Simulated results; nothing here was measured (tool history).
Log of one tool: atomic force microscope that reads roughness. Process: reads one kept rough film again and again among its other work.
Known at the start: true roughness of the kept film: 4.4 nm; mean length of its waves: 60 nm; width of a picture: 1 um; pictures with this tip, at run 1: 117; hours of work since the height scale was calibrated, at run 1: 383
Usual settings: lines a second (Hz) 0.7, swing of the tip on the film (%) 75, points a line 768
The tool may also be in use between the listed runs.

run,hour,lines a second (Hz),swing of the tip on the film (%),points a line,pictures with this tip,hours of work since the height scale was calibrated,roughness of the kept film (nm (root mean square))
1,0,0.7,75,768,117,383,4.149
2,23.7,0.7,75,768,168,400,4.119
3,56.5,1.161,75,768,238,425,4.02
# hour 71.4: new tip fitted
4,89.2,1.161,75,768,38,449,4.018
5,115.6,1.161,75,768,94,468,4.046
6,155.2,1.161,75,768,179,498,4.072
7,186.5,0.7,75,768,246,521,4.109
# hour 196.2: new tip fitted
8,205.5,1.11,75,768,20,535,4.03
9,236.9,0.7,75,768,87,558,4.127
10,266.9,3.074,75,768,151,580,3.682
11,300.8,3.074,75,768,224,605,3.658
12,318.8,3.074,75,768,262,619,3.648
# hour 321.9: new tip fitted
13,352.1,3.074,75,768,64,643,3.648
14,385.1,0.7,63,768,135,668,4.163
15,420.4,0.7,63,768,210,694,4.194
16,442.9,0.7,79,768,258,711,4.055
# hour 447.2: new tip fitted
17,462.8,2.534,75,768,34,725,3.755
18,488.1,2.534,68,417,88,744,3.911
19,525.2,3.237,79,502,167,771,3.487
20,553.1,3.237,79,502,227,792,3.515
# hour 572.2: new tip fitted
21,572.6,3.197,87,632,1,806,3.255
22,604.5,3.197,83,920,69,830,3.419
23,632.4,3.197,83,920,129,851,3.372
24,654.9,3.197,83,920,177,867,3.369
25,685.4,3.341,89,295,242,890,3.124
# hour 696.1: new tip fitted
26,720.2,0.7,75,755,51,916,4.129
27,762.7,0.7,75,755,142,947,4.11
28,805.2,0.7,75,755,233,979,4.143
# hour 822.1: new tip fitted
29,836.8,0.7,63,768,31,1002,4.215
30,873.5,0.7,63,768,110,1029,4.221
31,896,0.7,63,768,158,1046,4.193
32,938.7,0.867,63,768,249,1077,4.17
# hour 947.8: new tip fitted
33,967.6,0.867,63,768,42,1099,4.212
34,989,0.867,63,768,88,1114,4.2

Forecast each of these 5 alternatives for the next run:
A,1010.2,0.867,67,768,133,1130,?
B,1010.2,0.7,56,560,133,1130,?
C,1010.2,0.867,59,768,133,1130,?
D,1010.2,1.139,63,768,133,1130,?
E,1010.2,0.7,78,768,133,1130,?

run,roughness of the kept film (nm (root mean square))
A,4.147
B,4.205
C,4.201
D,4.146
E,4.106
Without the tool's hidden state the same runs would have given:
run,roughness of the kept film (nm (root mean square))
A,4.151
B,4.209
C,4.205
D,4.15
E,4.11
